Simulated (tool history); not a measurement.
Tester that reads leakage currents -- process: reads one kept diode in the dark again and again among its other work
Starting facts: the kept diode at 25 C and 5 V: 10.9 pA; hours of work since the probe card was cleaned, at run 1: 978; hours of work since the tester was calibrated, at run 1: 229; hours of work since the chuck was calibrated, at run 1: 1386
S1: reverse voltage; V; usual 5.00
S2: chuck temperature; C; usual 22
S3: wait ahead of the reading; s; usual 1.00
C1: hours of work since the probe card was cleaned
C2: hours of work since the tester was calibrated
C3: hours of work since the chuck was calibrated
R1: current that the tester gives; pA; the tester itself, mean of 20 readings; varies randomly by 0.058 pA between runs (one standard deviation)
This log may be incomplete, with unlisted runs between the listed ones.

run	hour	S1	S2	S3	C1	C2	C3	R1
1	0.0	5.00	22	1.00	978	229	1386	19.65
2	85.3	5.00	22	1.00	1033	284	1441	20.31
# hour 97.4: probe card cleaned and baked
3	131.9	5.00	22	1.00	22	312	1469	11.54
4	188.8	5.00	22	1.00	59	349	1506	11.90
5	265.1	5.00	22	1.00	108	398	1555	12.35
6	315.6	5.32	22	1.00	141	431	1588	13.23
7	367.4	5.00	22	1.00	174	464	1621	12.98
8	414.4	5.00	22	7.52	205	494	1652	12.07
9	507.3	5.00	22	7.52	265	554	1712	12.76
10	563.0	5.00	22	7.52	301	590	1748	13.22
11	629.6	5.00	22	7.52	344	633	1791	13.70
12	674.7	5.00	22	7.52	373	662	1820	13.85
13	755.3	5.00	22	7.52	425	714	1872	14.39
# hour 789.4: chuck's temperature calibrated
14	851.3	5.00	22	1.00	485	775	40	14.43
15	895.0	6.01	22	0.34	514	803	68	19.53
16	958.2	6.01	22	0.34	554	844	109	20.04
17	1014.9	7.76	33	0.34	591	881	146	38.48
18	1078.5	5.00	28	1.49	632	922	187	20.86

What will run 19 give?
19	1145.9	3.55	28	1.49	676	965	230	?

R1: 17.72 pA
With the hidden condition absent and the run-to-run variation left alone, this run would have shown R1 13.03 pA.
